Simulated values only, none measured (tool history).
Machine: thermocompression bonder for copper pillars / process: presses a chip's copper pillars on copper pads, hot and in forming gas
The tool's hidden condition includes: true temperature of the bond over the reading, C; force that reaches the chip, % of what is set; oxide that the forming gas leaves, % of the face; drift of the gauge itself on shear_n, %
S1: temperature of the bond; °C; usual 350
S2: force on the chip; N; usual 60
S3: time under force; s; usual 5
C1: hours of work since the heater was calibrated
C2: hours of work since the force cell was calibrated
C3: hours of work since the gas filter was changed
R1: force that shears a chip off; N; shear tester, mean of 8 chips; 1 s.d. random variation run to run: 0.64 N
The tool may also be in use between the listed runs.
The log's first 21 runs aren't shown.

-- hour=653.8 heater calibrated with a thermocouple chip
run 22 hour=673.8 | S1=349 S2=62 S3=6 | C1=15 C2=913 C3=44 | R1=91.7
run 23 hour=696.7 | S1=341 S2=60 S3=8 | C1=32 C2=930 C3=61 | R1=89.5
run 24 hour=736.9 | S1=370 S2=60 S3=5 | C1=62 C2=960 C3=91 | R1=95.7
run 25 hour=760.5 | S1=329 S2=53 S3=5 | C1=80 C2=978 C3=108 | R1=66.1
run 26 hour=806.1 | S1=379 S2=52 S3=12 | C1=114 C2=1012 C3=142 | R1=104.1
-- hour=815.9 heater calibrated with a thermocouple chip, once more
run 27 hour=842.8 | S1=369 S2=75 S3=10 | C1=20 C2=1038 C3=168 | R1=106.5
run 28 hour=880.9 | S1=369 S2=75 S3=10 | C1=49 C2=1066 C3=197 | R1=103.9
-- hour=916.3 forming gas filter changed
run 29 hour=917 | S1=333 S2=75 S3=6 | C1=75 C2=1093 C3=1 | R1=89.4
run 30 hour=937.8 | S1=376 S2=59 S3=6 | C1=91 C2=1108 C3=16 | R1=99.1
run 31 hour=964.8 | S1=350 S2=60 S3=8 | C1=111 C2=1129 C3=36 | R1=92.8
run 32 hour=1010.8 | S1=375 S2=60 S3=4 | C1=145 C2=1163 C3=71 | R1=92.7
run 33 hour=1055.2 | S1=375 S2=60 S3=4 | C1=178 C2=1196 C3=104 | R1=91.9
-- hour=1070.6 force cell calibrated
run 34 hour=1100.8 | S1=350 S2=59 S3=5 | C1=211 C2=23 C3=137 | R1=77.2
run 35 hour=1143.4 | S1=327 S2=57 S3=5 | C1=243 C2=54 C3=169 | R1=62.3
run 36 hour=1173 | S1=350 S2=65 S3=5 | C1=265 C2=77 C3=191 | R1=82.6
run 37 hour=1205.7 | S1=350 S2=65 S3=5 | C1=290 C2=101 C3=215 | R1=81.9
-- hour=1216.5 forming gas filter changed
run 38 hour=1230.7 | S1=350 S2=65 S3=5 | C1=308 C2=119 C3=11 | R1=85.5
run 39 hour=1262.5 | S1=350 S2=65 S3=5 | C1=332 C2=143 C3=34 | R1=85.8

Predict each of these 4 candidate next runs independently; none follows another, all start after run 39:
run A hour=1285.1 | S1=330 S2=75 S3=5 | C1=349 C2=160 C3=51 | R1=?
run B hour=1285.1 | S1=347 S2=54 S3=8 | C1=349 C2=160 C3=51 | R1=?
run C hour=1285.1 | S1=364 S2=65 S3=9 | C1=349 C2=160 C3=51 | R1=?
run D hour=1285.1 | S1=350 S2=60 S3=5 | C1=349 C2=160 C3=51 | R1=?

run=A R1=81.5
run=B R1=81.7
run=C R1=101
run=D R1=81.4
What these runs would have given with no unlogged condition in the tool:
run=A R1=80.8
run=B R1=81
run=C R1=101.1
run=D R1=80.6
